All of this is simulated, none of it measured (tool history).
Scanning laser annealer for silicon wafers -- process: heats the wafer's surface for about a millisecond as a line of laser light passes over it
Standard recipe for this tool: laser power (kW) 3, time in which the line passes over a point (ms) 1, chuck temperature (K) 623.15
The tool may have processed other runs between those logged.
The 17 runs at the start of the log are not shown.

run	hour	laser power (kW)	time in which the line passes over a point (ms)	chuck temperature (K)	highest temperature of the surface (K)
18	405.1	2.973	1	623.15	1355.15
19	421.6	2.973	1	623.15	1356.15
20	448.7	2.973	1	623.15	1357.15
21	463.1	2.973	1	623.15	1356.15
22	477.9	3	1.23	623.15	1428.15
23	506.4	3	1.05	623.15	1374.15
24	533.2	3.045	1.14	634.15	1424.15
25	563.8	3.045	1.14	634.15	1427.15
26	595.3	3.113	0.73	588.15	1254.15
27	617.5	3.113	0.73	588.15	1254.15
28	636.5	3	1.14	659.15	1434.15
29	670.1	2.824	0.79	645.15	1260.15
30	684.2	3	0.97	600.15	1320.15
31	698.7	2.95	1	623.15	1341.15
32	730.2	2.95	1	623.15	1337.15
33	751.9	2.872	0.76	651.15	1267.15
34	781.3	3.121	0.75	608.15	1281.15
35	795.5	2.704	1.17	625.15	1320.15
36	824	3.177	1.13	633.15	1449.15
37	843.4	3.177	1.13	633.15	1452.15
38	864.8	3.177	1.13	633.15	1446.15
39	882	3.047	0.71	662.15	1298.15

Forecast each of these 3 alternatives for the next run:
A	898.3	3.047	0.87	662.15	?
B	898.3	3.142	0.83	605.15	?
C	898.3	3.157	0.71	662.15	?

run	highest temperature of the surface (K)
A	1357.15
B	1306.15
C	1324.15
Take away the tool's hidden state, keep each run's random variation, and the runs would have read:
run	highest temperature of the surface (K)
A	1390.15
B	1340.15
C	1356.15
